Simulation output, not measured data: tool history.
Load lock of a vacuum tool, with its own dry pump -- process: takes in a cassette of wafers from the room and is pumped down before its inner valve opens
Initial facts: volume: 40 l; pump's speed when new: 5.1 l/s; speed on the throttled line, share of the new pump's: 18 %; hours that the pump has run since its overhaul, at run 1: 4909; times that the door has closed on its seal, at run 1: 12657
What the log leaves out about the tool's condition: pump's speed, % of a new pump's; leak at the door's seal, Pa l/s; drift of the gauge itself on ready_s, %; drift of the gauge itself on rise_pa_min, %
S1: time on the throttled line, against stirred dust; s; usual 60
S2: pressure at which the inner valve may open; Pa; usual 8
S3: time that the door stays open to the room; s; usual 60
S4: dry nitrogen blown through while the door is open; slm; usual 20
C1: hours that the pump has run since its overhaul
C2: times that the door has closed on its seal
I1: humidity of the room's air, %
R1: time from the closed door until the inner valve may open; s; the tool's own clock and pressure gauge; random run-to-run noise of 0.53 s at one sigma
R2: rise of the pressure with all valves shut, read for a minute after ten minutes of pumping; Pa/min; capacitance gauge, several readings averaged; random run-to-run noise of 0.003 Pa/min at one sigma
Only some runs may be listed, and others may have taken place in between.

| run | hour | S1 | S2 | S3 | S4 | C1 | C2 | I1 | R1 | R2 |
|---|---|---|---|---|---|---|---|---|---|---|
| 1 | 0.0 | 60 | 8 | 60 | 20 | 4909 | 12657 | 46.6 | 125.2 | 0.061 |
| 2 | 131.6 | 60 | 7 | 60 | 20 | 5041 | 12838 | 44.7 | 127.2 | 0.061 |
| 3 | 343.5 | 60 | 7 | 60 | 20 | 5253 | 13128 | 43.8 | 126.9 | 0.064 |
| 4 | 552.1 | 60 | 7 | 107 | 20 | 5461 | 13414 | 44.9 | 127.5 | 0.075 |
| 5 | 691.3 | 60 | 7 | 107 | 20 | 5600 | 13605 | 46.4 | 126.9 | 0.079 |
| 6 | 867.2 | 60 | 7 | 107 | 20 | 5776 | 13846 | 42.9 | 127.5 | 0.079 |
| 7 | 1038.2 | 60 | 7 | 107 | 20 | 5947 | 14080 | 44.2 | 127.7 | 0.074 |
| 8 | 1242.2 | 60 | 8 | 60 | 20 | 6151 | 14360 | 43.7 | 126.3 | 0.063 |
| 9 | 1514.6 | 60 | 8 | 60 | 20 | 6424 | 14733 | 42.3 | 126.1 | 0.062 |
| 10 | 1684.4 | 60 | 8 | 60 | 20 | 6593 | 14966 | 44.3 | 126.6 | 0.065 |
| 11 | 1944.3 | 60 | 8 | 60 | 20 | 6853 | 15322 | 44.6 | 126.6 | 0.067 |
| 12 | 2058.0 | 60 | 8 | 60 | 20 | 6967 | 15478 | 47.1 | 126.7 | 0.070 |
| 13 | 2233.4 | 60 | 8 | 60 | 4 | 7142 | 15718 | 48.4 | 127.4 | 0.100 |
| 14 | 2417.5 | 60 | 8 | 60 | 5 | 7326 | 15970 | 42.2 | 128.7 | 0.091 |
| 15 | 2561.4 | 60 | 8 | 60 | 5 | 7470 | 16167 | 46.9 | 127.1 | 0.096 |
| 16 | 2770.5 | 60 | 8 | 60 | 13 | 7679 | 16454 | 47.3 | 128.0 | 0.079 |
| 17 | 3040.2 | 60 | 8 | 60 | 13 | 7949 | 16823 | 46.0 | 126.9 | 0.079 |
| 18 | 3238.6 | 92 | 9 | 173 | 24 | 8148 | 17095 | 48.2 | 151.9 | 0.098 |
| 19 | 3520.2 | 110 | 11 | 173 | 24 | 8429 | 17481 | 43.1 | 165.3 | 0.099 |
| 20 | 3701.3 | 110 | 11 | 173 | 24 | 8610 | 17729 | 47.9 | 166.1 | 0.095 |
| 21 | 3980.7 | 32 | 8 | 60 | 8 | 8890 | 18112 | 45.9 | 105.2 | 0.095 |
| 22 | 4128.2 | 60 | 7 | 93 | 11 | 9037 | 18314 | 44.2 | 129.3 | 0.102 |
| 23 | 4341.3 | 60 | 14 | 60 | 20 | 9250 | 18606 | 42.3 | 121.8 | 0.083 |
| 24 | 4461.7 | 60 | 14 | 60 | 20 | 9371 | 18771 | 46.3 | 123.8 | 0.085 |
| 25 | 4639.5 | 60 | 14 | 60 | 20 | 9548 | 19015 | 45.1 | 122.8 | 0.085 |
| 26 | 4911.9 | 60 | 8 | 60 | 12 | 9821 | 19388 | 45.2 | 127.4 | 0.091 |
| 27 | 5099.9 | 76 | 6 | 41 | 20 | 10009 | 19646 | 45.3 | 144.0 | 0.080 |

3 options for the next run, each taken on its own from the tool as it stands now. Forecast them:
| A | 5308.4 | 49 | 8 | 60 | 8 | 10217 | 19932 | 45.5 | ? | ? |
| B | 5308.4 | 32 | 8 | 60 | 20 | 10217 | 19932 | 42.5 | ? | ? |
| C | 5308.4 | 76 | 8 | 36 | 13 | 10217 | 19932 | 43.2 | ? | ? |

| run | R1 | R2 |
|---|---|---|
| A | 120.6 | 0.100 |
| B | 106.0 | 0.089 |
| C | 141.3 | 0.086 |
Had the tool no hidden state, the same runs would have come out as:
| run | R1 | R2 |
|---|---|---|
| A | 115.8 | 0.042 |
| B | 101.0 | 0.032 |
| C | 136.8 | 0.028 |
